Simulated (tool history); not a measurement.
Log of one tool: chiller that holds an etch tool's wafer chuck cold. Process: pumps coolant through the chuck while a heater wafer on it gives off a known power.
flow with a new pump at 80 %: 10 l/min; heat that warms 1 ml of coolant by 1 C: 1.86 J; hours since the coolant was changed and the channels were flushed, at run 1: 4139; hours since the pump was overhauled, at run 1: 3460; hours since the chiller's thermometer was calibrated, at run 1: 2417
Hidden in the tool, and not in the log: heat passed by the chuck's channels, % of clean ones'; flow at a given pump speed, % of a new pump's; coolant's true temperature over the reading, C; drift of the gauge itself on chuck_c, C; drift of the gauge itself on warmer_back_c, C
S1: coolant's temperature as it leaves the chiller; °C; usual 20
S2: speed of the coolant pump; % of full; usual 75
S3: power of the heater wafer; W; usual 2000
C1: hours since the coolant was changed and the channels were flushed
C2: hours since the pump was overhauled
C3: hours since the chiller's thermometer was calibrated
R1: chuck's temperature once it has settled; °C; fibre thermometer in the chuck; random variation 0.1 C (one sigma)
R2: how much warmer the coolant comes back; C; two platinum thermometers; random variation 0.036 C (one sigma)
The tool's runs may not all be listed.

run 1 hour=0.0 | S1=20 S2=75 S3=2000 | C1=4139 C2=3460 C3=2417 | R1=38.6 R2=7.22
run 2 hour=60.5 | S1=20 S2=75 S3=2000 | C1=4200 C2=3520 C3=2477 | R1=38.8 R2=7.26
run 3 hour=147.2 | S1=20 S2=75 S3=2000 | C1=4286 C2=3607 C3=2564 | R1=39.0 R2=7.22
run 4 hour=224.3 | S1=20 S2=75 S3=2000 | C1=4364 C2=3684 C3=2641 | R1=38.9 R2=7.29
-- hour=308.8 coolant changed, channels flushed
run 5 hour=322.3 | S1=20 S2=75 S3=2000 | C1=13 C2=3776 C3=2733 | R1=37.4 R2=7.23
run 6 hour=420.5 | S1=20 S2=75 S3=2000 | C1=112 C2=3874 C3=2831 | R1=37.5 R2=7.30
run 7 hour=479.7 | S1=20 S2=75 S3=2000 | C1=171 C2=3934 C3=2890 | R1=37.6 R2=7.23
-- hour=488.9 chiller's thermometer calibrated
run 8 hour=584.6 | S1=20 S2=75 S3=2000 | C1=275 C2=4037 C3=96 | R1=37.7 R2=7.30
run 9 hour=672.9 | S1=20 S2=75 S3=2000 | C1=363 C2=4126 C3=184 | R1=37.9 R2=7.29
run 10 hour=737.6 | S1=20 S2=75 S3=2740 | C1=428 C2=4190 C3=249 | R1=44.2 R2=10.05
run 11 hour=797.2 | S1=20 S2=75 S3=2740 | C1=487 C2=4250 C3=308 | R1=44.2 R2=9.95
run 12 hour=853.1 | S1=20 S2=75 S3=2740 | C1=543 C2=4306 C3=364 | R1=44.4 R2=10.10
run 13 hour=942.3 | S1=13 S2=63 S3=2000 | C1=632 C2=4395 C3=453 | R1=33.8 R2=8.68
-- hour=958.8 chiller's thermometer calibrated, once more
run 14 hour=990.0 | S1=13 S2=86 S3=2000 | C1=679 C2=4442 C3=31 | R1=28.1 R2=6.47
run 15 hour=1090.4 | S1=13 S2=91 S3=2530 | C1=780 C2=4542 C3=132 | R1=31.3 R2=7.79
run 16 hour=1140.1 | S1=27 S2=92 S3=2000 | C1=829 C2=4592 C3=181 | R1=41.4 R2=6.05
run 17 hour=1182.9 | S1=27 S2=71 S3=1747 | C1=872 C2=4635 C3=224 | R1=42.8 R2=6.73

Run 18 comes next. What will it give?
run 18 hour=1240.7 | S1=10 S2=73 S3=2000 | C1=930 C2=4693 C3=282 | R1=? R2=?

Run 18 gave R1 27.7 °C, R2 7.54 C.
Without the tool's hidden state the same run would have given R1 26.2 °C, R2 6.98 C.

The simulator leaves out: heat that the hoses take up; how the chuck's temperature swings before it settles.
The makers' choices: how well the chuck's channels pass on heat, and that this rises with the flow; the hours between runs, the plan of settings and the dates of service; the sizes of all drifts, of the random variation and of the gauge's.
